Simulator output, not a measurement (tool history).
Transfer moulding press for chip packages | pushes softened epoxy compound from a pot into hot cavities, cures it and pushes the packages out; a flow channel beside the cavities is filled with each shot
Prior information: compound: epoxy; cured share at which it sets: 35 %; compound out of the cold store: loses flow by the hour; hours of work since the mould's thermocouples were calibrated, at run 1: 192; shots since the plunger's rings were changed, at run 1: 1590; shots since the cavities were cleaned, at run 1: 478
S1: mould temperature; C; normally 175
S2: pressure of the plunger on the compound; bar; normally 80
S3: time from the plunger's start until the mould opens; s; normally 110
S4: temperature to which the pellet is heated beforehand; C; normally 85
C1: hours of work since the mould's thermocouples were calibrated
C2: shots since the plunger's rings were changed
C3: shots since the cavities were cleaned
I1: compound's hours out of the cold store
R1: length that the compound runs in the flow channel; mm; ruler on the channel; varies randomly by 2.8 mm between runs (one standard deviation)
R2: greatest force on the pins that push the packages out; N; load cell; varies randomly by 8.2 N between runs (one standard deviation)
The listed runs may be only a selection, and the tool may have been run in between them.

Run 1, day 0: usual settings; C1 192; C2 1590; C3 478; I1 10. Result: R1 811 mm, R2 755 N.
At day 0.25: cavities cleaned with cleaning compound and waxed.
Run 2, day 1.35: usual settings but S2 77.7 bar; C1 216; C2 1961; C3 317; I1 47.3. Result: R1 707 mm, R2 589 N.
At day 2.2: cavities cleaned with cleaning compound and waxed.
Run 3, day 2.742: usual settings but S2 77.7 bar, S4 91 C; C1 241; C2 2345; C3 157; I1 16.9. Result: R1 768 mm, R2 543 N.
Run 4, day 3.9: usual settings but S2 77.7 bar, S4 91 C; C1 263; C2 2679; C3 491; I1 26.1. Result: R1 746 mm, R2 710 N.
At day 4.092: cavities cleaned with cleaning compound and waxed.
Run 5, day 4.792: usual settings but S3 138 s; C1 278; C2 2919; C3 203; I1 35.1. Result: R1 734 mm, R2 466 N.
At day 5.929: cavities cleaned with cleaning compound and waxed.
Run 6, day 6.083: usual settings but S4 94 C; C1 301; C2 3273; C3 44; I1 23.8. Result: R1 756 mm, R2 420 N.
At day 7.754: cavities cleaned with cleaning compound and waxed.
Run 7, day 7.754: usual settings but S4 94 C; C1 331; C2 3737; C3 0; I1 24.9. Result: R1 744 mm, R2 349 N.
Run 8, day 8.712: usual settings but S3 108 s; C1 349; C2 4014; C3 277; I1 44.8. Result: R1 706 mm, R2 607 N.
At day 8.888: mould's thermocouples calibrated.
At day 8.992: plunger's sealing rings changed.
At day 9.875: cavities cleaned with cleaning compound and waxed.
Run 9, day 10.954: usual settings but S3 108 s; C1 36; C2 548; C3 312; I1 17.2. Result: R1 801 mm, R2 628 N.
At day 11.675: cavities cleaned with cleaning compound and waxed.
Run 10, day 12.658: usual settings but S3 108 s; C1 66; C2 1022; C3 283; I1 38.8. Result: R1 746 mm, R2 596 N.
At day 13.25: mould's thermocouples calibrated, once more.
At day 13.633: cavities cleaned with cleaning compound and waxed.
Run 11, day 14.183: usual settings but S3 108 s; C1 16; C2 1420; C3 159; I1 39.5. Result: R1 736 mm, R2 510 N.
At day 15.479: cavities cleaned with cleaning compound and waxed.
Run 12, day 16.25: usual settings but S3 115 s; C1 54; C2 1998; C3 222; I1 23. Result: R1 775 mm, R2 550 N.
At day 17.262: cavities cleaned with cleaning compound and waxed.
Run 13, day 17.996: usual settings but S3 115 s; C1 85; C2 2483; C3 211; I1 13.1. Result: R1 791 mm, R2 540 N.
At day 19.112: cavities cleaned with cleaning compound and waxed.
Run 14, day 19.908: usual settings but S3 115 s; C1 120; C2 3017; C3 230; I1 20.7. Result: R1 764 mm, R2 520 N.
At day 20.933: cavities cleaned with cleaning compound and waxed.
Run 15, day 21.258: usual settings but S3 115 s; C1 144; C2 3389; C3 93; I1 38.6. Result: R1 724 mm, R2 445 N.
Run 16, day 22.246: usual settings but S1 182 C, S2 89.2 bar, S3 115 s, S4 83 C; C1 163; C2 3674; C3 378; I1 18.4. Result: R1 787 mm, R2 545 N.
At day 22.762: cavities cleaned with cleaning compound and waxed.
At day 23.767: plunger's sealing rings changed.
Run 17, day 24.329: usual settings but S3 94 s, S4 89 C; C1 199; C2 162; C3 422; I1 38.7. Result: R1 758 mm, R2 859 N.
At day 24.696: cavities cleaned with cleaning compound and waxed.
Run 18, day 25.938: usual settings but S3 94 s, S4 89 C; C1 228; C2 608; C3 358; I1 31.5. Result: R1 769 mm, R2 827 N.
At day 26.554: cavities cleaned with cleaning compound and waxed.
Run 19, day 27.229: usual settings but S2 98.6 bar, S4 87 C; C1 251; C2 962; C3 194; I1 28.3. Result: R1 855 mm, R2 545 N.
At day 28.342: cavities cleaned with cleaning compound and waxed.
Run 20, day 28.596: usual settings but S1 178 C, S2 83.4 bar, S3 136 s; C1 275; C2 1339; C3 73; I1 47.3. Result: R1 729 mm, R2 373 N.
Run 21, day 29.433: usual settings but S1 178 C, S2 83.4 bar, S3 136 s; C1 291; C2 1581; C3 315; I1 24.5. Result: R1 782 mm, R2 540 N.
At day 30.121: cavities cleaned with cleaning compound and waxed.
Run 22, day 30.6: usual settings but S1 178 C, S2 83.4 bar, S3 136 s; C1 312; C2 1900; C3 139; I1 21.4. Result: R1 779 mm, R2 426 N.
At day 31.946: cavities cleaned with cleaning compound and waxed.
Run 23, day 32.654: usual settings but S1 178 C, S2 83.4 bar, S3 136 s; C1 349; C2 2474; C3 205; I1 8.6. Result: R1 805 mm, R2 463 N.
At day 33.804: cavities cleaned with cleaning compound and waxed.
Run 24, day 34.104: usual settings but S2 65.8 bar, S3 136 s; C1 375; C2 2874; C3 86; I1 39.8. Result: R1 656 mm, R2 395 N.
Run 25, day 35.288: usual settings but S3 135 s, S4 87 C; C1 397; C2 3215; C3 427; I1 29.1. Result: R1 748 mm, R2 584 N.
At day 35.688: cavities cleaned with cleaning compound and waxed.
Run 26, day 36.938: usual settings but S3 135 s, S4 87 C; C1 427; C2 3674; C3 361; I1 29.9. Result: R1 735 mm, R2 531 N.
At day 37.462: cavities cleaned with cleaning compound and waxed.
Run 27, day 37.879: usual settings but S3 135 s, S4 87 C; C1 444; C2 3928; C3 121; I1 9.7. Result: R1 783 mm, R2 437 N.

Describe how what the log doesn't record of the tool's condition differs between the last listed run preceding each entry between runs and the first listed run following it.
From run 1 to run 2: cavities cleaned with cleaning compound and waxed (day 0.25)
  true mould temperature over the reading, C: -0.17 -> -0.15; pressure that reaches the compound, % of what is set: 95.59 -> 94.69; grip of the stained cavities, % over clean ones': 97.6 -> 71.4
  measured minus no-state result, R1: -18 -> -20 mm; R2: +375 -> +249 N
From run 2 to run 3: cavities cleaned with cleaning compound and waxed (day 2.2)
  true mould temperature over the reading, C: -0.15 -> -0.12; pressure that reaches the compound, % of what is set: 94.69 -> 93.68; grip of the stained cavities, % over clean ones': 71.4 -> 46.3
  measured minus no-state result, R1: -20 -> -25 mm; R2: +249 -> +175 N
From run 4 to run 5: cavities cleaned with cleaning compound and waxed (day 4.092)
  true mould temperature over the reading, C: -0.1 -> -0.08; pressure that reaches the compound, % of what is set: 92.86 -> 92.29; grip of the stained cavities, % over clean ones': 94.3 -> 48.7
  measured minus no-state result, R1: -28 -> -30 mm; R2: +342 -> +153 N
From run 5 to run 6: cavities cleaned with cleaning compound and waxed (day 5.929)
  true mould temperature over the reading, C: -0.08 -> -0.06; pressure that reaches the compound, % of what is set: 92.29 -> 91.43; grip of the stained cavities, % over clean ones': 48.7 -> 16
  measured minus no-state result, R1: -30 -> -35 mm; R2: +153 -> +58 N
From run 6 to run 7: cavities cleaned with cleaning compound and waxed (day 7.754)
  true mould temperature over the reading, C: -0.06 -> -0.03; pressure that reaches the compound, % of what is set: 91.43 -> 90.3; grip of the stained cavities, % over clean ones': 16 -> 1
  measured minus no-state result, R1: -35 -> -39 mm; R2: +58 -> +4 N
From run 8 to run 9: mould's thermocouples calibrated (day 8.888); plunger's sealing rings changed (day 8.992); cavities cleaned with cleaning compound and waxed (day 9.875)
  true mould temperature over the reading, C: -0.01 -> 0.03; pressure that reaches the compound, % of what is set: 89.51 -> 98.54; grip of the stained cavities, % over clean ones': 66.1 -> 70
  measured minus no-state result, R1: -40 -> -6 mm; R2: +242 -> +258 N
From run 9 to run 10: cavities cleaned with cleaning compound and waxed (day 11.675)
  true mould temperature over the reading, C: 0.03 -> 0.06; pressure that reaches the compound, % of what is set: 98.54 -> 97.51; grip of the stained cavities, % over clean ones': 70 -> 66
  measured minus no-state result, R1: -6 -> -9 mm; R2: +258 -> +238 N
From run 10 to run 11: mould's thermocouples calibrated, once more (day 13.25); cavities cleaned with cleaning compound and waxed (day 13.633)
  true mould temperature over the reading, C: 0.06 -> 0.04; pressure that reaches the compound, % of what is set: 97.51 -> 96.58; grip of the stained cavities, % over clean ones': 66 -> 42.5
  measured minus no-state result, R1: -9 -> -14 mm; R2: +238 -> +150 N
From run 11 to run 12: cavities cleaned with cleaning compound and waxed (day 15.479)
  true mould temperature over the reading, C: 0.04 -> 0.08; pressure that reaches the compound, % of what is set: 96.58 -> 95.15; grip of the stained cavities, % over clean ones': 42.5 -> 60.9
  measured minus no-state result, R1: -14 -> -19 mm; R2: +150 -> +207 N
From run 12 to run 13: cavities cleaned with cleaning compound and waxed (day 17.262)
  true mould temperature over the reading, C: 0.08 -> 0.11; pressure that reaches the compound, % of what is set: 95.15 -> 93.87; grip of the stained cavities, % over clean ones': 60.9 -> 51.9
  measured minus no-state result, R1: -19 -> -26 mm; R2: +207 -> +184 N
From run 13 to run 14: cavities cleaned with cleaning compound and waxed (day 19.112)
  true mould temperature over the reading, C: 0.11 -> 0.15; pressure that reaches the compound, % of what is set: 93.87 -> 92.44; grip of the stained cavities, % over clean ones': 51.9 -> 53.5
  measured minus no-state result, R1: -26 -> -32 mm; R2: +184 -> +180 N
From run 14 to run 15: cavities cleaned with cleaning compound and waxed (day 20.933)
  true mould temperature over the reading, C: 0.15 -> 0.18; pressure that reaches the compound, % of what is set: 92.44 -> 91.44; grip of the stained cavities, % over clean ones': 53.5 -> 30
  measured minus no-state result, R1: -32 -> -33 mm; R2: +180 -> +101 N
From run 16 to run 17: cavities cleaned with cleaning compound and waxed (day 22.762); plunger's sealing rings changed (day 23.767)
  true mould temperature over the reading, C: 0.19 -> 0.23; pressure that reaches the compound, % of what is set: 90.72 -> 99.43; grip of the stained cavities, % over clean ones': 82.8 -> 88.4
  measured minus no-state result, R1: -40 -> -3 mm; R2: +247 -> +398 N
From run 17 to run 18: cavities cleaned with cleaning compound and waxed (day 24.696)
  true mould temperature over the reading, C: 0.23 -> 0.26; pressure that reaches the compound, % of what is set: 99.43 -> 98.36; grip of the stained cavities, % over clean ones': 88.4 -> 79.3
  measured minus no-state result, R1: -3 -> -7 mm; R2: +398 -> +358 N
From run 18 to run 19: cavities cleaned with cleaning compound and waxed (day 26.554)
  true mould temperature over the reading, C: 0.26 -> 0.29; pressure that reaches the compound, % of what is set: 98.36 -> 97.34; grip of the stained cavities, % over clean ones': 79.3 -> 51.9
  measured minus no-state result, R1: -7 -> -13 mm; R2: +358 -> +183 N
From run 19 to run 20: cavities cleaned with cleaning compound and waxed (day 28.342)
  true mould temperature over the reading, C: 0.29 -> 0.32; pressure that reaches the compound, % of what is set: 97.34 -> 96.39; grip of the stained cavities, % over clean ones': 51.9 -> 23.9
  measured minus no-state result, R1: -13 -> -15 mm; R2: +183 -> +72 N
From run 21 to run 22: cavities cleaned with cleaning compound and waxed (day 30.121)
  true mould temperature over the reading, C: 0.33 -> 0.36; pressure that reaches the compound, % of what is set: 95.8 -> 94.96; grip of the stained cavities, % over clean ones': 72.6 -> 39.3
  measured minus no-state result, R1: -18 -> -21 mm; R2: +226 -> +121 N
From run 22 to run 23: cavities cleaned with cleaning compound and waxed (day 31.946)
  true mould temperature over the reading, C: 0.36 -> 0.4; pressure that reaches the compound, % of what is set: 94.96 -> 93.58; grip of the stained cavities, % over clean ones': 39.3 -> 53.8
  measured minus no-state result, R1: -21 -> -29 mm; R2: +121 -> +161 N
From run 23 to run 24: cavities cleaned with cleaning compound and waxed (day 33.804)
  true mould temperature over the reading, C: 0.4 -> 0.43; pressure that reaches the compound, % of what is set: 93.58 -> 92.61; grip of the stained cavities, % over clean ones': 53.8 -> 25.8
  measured minus no-state result, R1: -29 -> -27 mm; R2: +161 -> +80 N
From run 25 to run 26: cavities cleaned with cleaning compound and waxed (day 35.688)
  true mould temperature over the reading, C: 0.45 -> 0.48; pressure that reaches the compound, % of what is set: 91.81 -> 90.65; grip of the stained cavities, % over clean ones': 88.4 -> 79.2
  measured minus no-state result, R1: -34 -> -38 mm; R2: +272 -> +236 N
From run 26 to run 27: cavities cleaned with cleaning compound and waxed (day 37.462)
  true mould temperature over the reading, C: 0.48 -> 0.5; pressure that reaches the compound, % of what is set: 90.65 -> 90.03; grip of the stained cavities, % over clean ones': 79.2 -> 37.3
  measured minus no-state result, R1: -38 -> -44 mm; R2: +236 -> +116 N
